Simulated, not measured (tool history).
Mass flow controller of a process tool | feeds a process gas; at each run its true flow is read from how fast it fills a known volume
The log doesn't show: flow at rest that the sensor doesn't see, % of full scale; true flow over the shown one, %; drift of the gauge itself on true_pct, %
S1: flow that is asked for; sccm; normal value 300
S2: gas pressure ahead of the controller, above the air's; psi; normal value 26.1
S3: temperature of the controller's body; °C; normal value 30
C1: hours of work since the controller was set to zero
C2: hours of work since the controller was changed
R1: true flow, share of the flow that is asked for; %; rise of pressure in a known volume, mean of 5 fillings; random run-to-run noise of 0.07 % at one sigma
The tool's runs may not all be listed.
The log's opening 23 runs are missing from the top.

run,day,S1,S2,S3,C1,C2,R1
24,121.467,300,21.9,33,3387,3387,98.31
25,126.092,801,26.1,28,3459,3459,99.10
26,131.612,268,33.8,27,3546,3546,98.11
27,135.704,300,26.1,34,3610,3610,98.14
28,139.983,119,24.2,27,3677,3677,98.23
# day 140.438: controller's zero set anew
29,143.629,300,26.1,27,50,3734,98.27
30,148.083,918,26.1,24,120,3804,99.11
# day 151.858: controller's zero set anew, once more
31,153.354,918,26.1,24,23,3886,98.88
32,158.854,918,26.1,24,110,3972,98.81
33,163.717,918,26.1,24,186,4049,98.91
34,168.883,150,26.1,32,267,4130,97.30
35,174.258,150,26.1,32,351,4214,97.35
36,177.671,137,37.6,22,405,4267,96.94
37,184.850,989,29.3,33,517,4380,99.41
38,190.888,989,29.3,33,612,4475,99.32
39,197.571,743,29.3,22,717,4579,98.08
40,202.788,743,29.3,22,798,4661,98.36
41,208.575,352,31.9,30,889,4752,97.66
42,212.904,418,29.6,30,957,4820,97.87
43,216.375,149,23.8,21,1011,4874,96.88
44,221.333,149,23.8,21,1089,4952,96.89
45,228.808,149,23.8,21,1206,5069,96.85
46,232.396,149,21.9,21,1263,5125,96.87
47,238.025,119,29.9,21,1351,5214,96.77

Consider 4 possible next runs. They are alternatives, not a sequence: every one starts from the tool as it was left by run 47. What does each give?
A,243.438,995,26.1,30,1436,5298,?
B,243.438,103,35.0,32,1436,5298,?
C,243.438,119,23.1,28,1436,5298,?
D,243.438,106,35.1,37,1436,5298,?

run,R1
A,99.00
B,97.42
C,97.25
D,97.72
The same runs, with their run-to-run variation unchanged, on a tool lacking any hidden condition would have given:
run,R1
A,100.14
B,98.04
C,97.95
D,98.36
